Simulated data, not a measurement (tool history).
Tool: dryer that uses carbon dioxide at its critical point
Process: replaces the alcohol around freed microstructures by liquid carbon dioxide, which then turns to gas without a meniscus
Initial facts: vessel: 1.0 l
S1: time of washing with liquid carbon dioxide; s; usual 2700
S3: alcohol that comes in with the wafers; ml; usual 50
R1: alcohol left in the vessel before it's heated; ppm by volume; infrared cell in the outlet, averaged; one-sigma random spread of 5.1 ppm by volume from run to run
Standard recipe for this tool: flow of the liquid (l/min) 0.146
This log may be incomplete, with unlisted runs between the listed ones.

{"run": 1, "hour": 0.0, "S1": 2700, "flow of the liquid (l/min)": 0.146, "S3": 50, "R1": 199}
{"hour": 6.5, "done": "inlet filter changed"}
{"run": 2, "hour": 16.8, "S1": 2700, "flow of the liquid (l/min)": 0.146, "S3": 50, "R1": 129}
{"run": 3, "hour": 25.8, "S1": 2700, "flow of the liquid (l/min)": 0.146, "S3": 50, "R1": 129}
{"run": 4, "hour": 42.1, "S1": 2700, "flow of the liquid (l/min)": 0.146, "S3": 50, "R1": 132}
{"run": 5, "hour": 59.6, "S1": 2700, "flow of the liquid (l/min)": 0.146, "S3": 50, "R1": 145}
{"run": 6, "hour": 68.5, "S1": 2700, "flow of the liquid (l/min)": 0.146, "S3": 43, "R1": 133}
{"run": 7, "hour": 83.0, "S1": 2700, "flow of the liquid (l/min)": 0.146, "S3": 50, "R1": 147}
{"run": 8, "hour": 101.4, "S1": 2700, "flow of the liquid (l/min)": 0.146, "S3": 50, "R1": 146}
{"run": 9, "hour": 120.9, "S1": 2700, "flow of the liquid (l/min)": 0.202, "S3": 50, "R1": 82}
{"run": 10, "hour": 133.4, "S1": 2700, "flow of the liquid (l/min)": 0.202, "S3": 50, "R1": 83}
{"run": 11, "hour": 143.6, "S1": 2700, "flow of the liquid (l/min)": 0.18, "S3": 50, "R1": 94}
{"run": 12, "hour": 163.4, "S1": 1740, "flow of the liquid (l/min)": 0.18, "S3": 50, "R1": 402}
{"run": 13, "hour": 178.5, "S1": 1740, "flow of the liquid (l/min)": 0.146, "S3": 50, "R1": 949}
{"run": 14, "hour": 187.1, "S1": 1740, "flow of the liquid (l/min)": 0.146, "S3": 50, "R1": 968}
{"run": 15, "hour": 205.8, "S1": 1740, "flow of the liquid (l/min)": 0.146, "S3": 50, "R1": 980}
{"run": 16, "hour": 217.4, "S1": 2460, "flow of the liquid (l/min)": 0.108, "S3": 39, "R1": 703}
{"run": 17, "hour": 227.6, "S1": 2460, "flow of the liquid (l/min)": 0.141, "S3": 39, "R1": 253}

Alternative continuations, all from the tool just after run 17; predict every row:
{"run": "A", "hour": 237.3, "S1": 2700, "flow of the liquid (l/min)": 0.232, "S3": 64, "R1": "?"}
{"run": "B", "hour": 237.3, "S1": 2700, "flow of the liquid (l/min)": 0.114, "S3": 50, "R1": "?"}
{"run": "C", "hour": 237.3, "S1": 2460, "flow of the liquid (l/min)": 0.141, "S3": 37, "R1": "?"}
{"run": "D", "hour": 237.3, "S1": 1980, "flow of the liquid (l/min)": 0.113, "S3": 41, "R1": "?"}
{"run": "E", "hour": 237.3, "S1": 1620, "flow of the liquid (l/min)": 0.141, "S3": 101, "R1": "?"}

run=A R1=95
run=B R1=506
run=C R1=236
run=D R1=1347
run=E R1=2925
The same runs, with their run-to-run variation unchanged, on a tool lacking any hidden condition would have given:
run=A R1=14
run=B R1=333
run=C R1=117
run=D R1=1056
run=E R1=2358
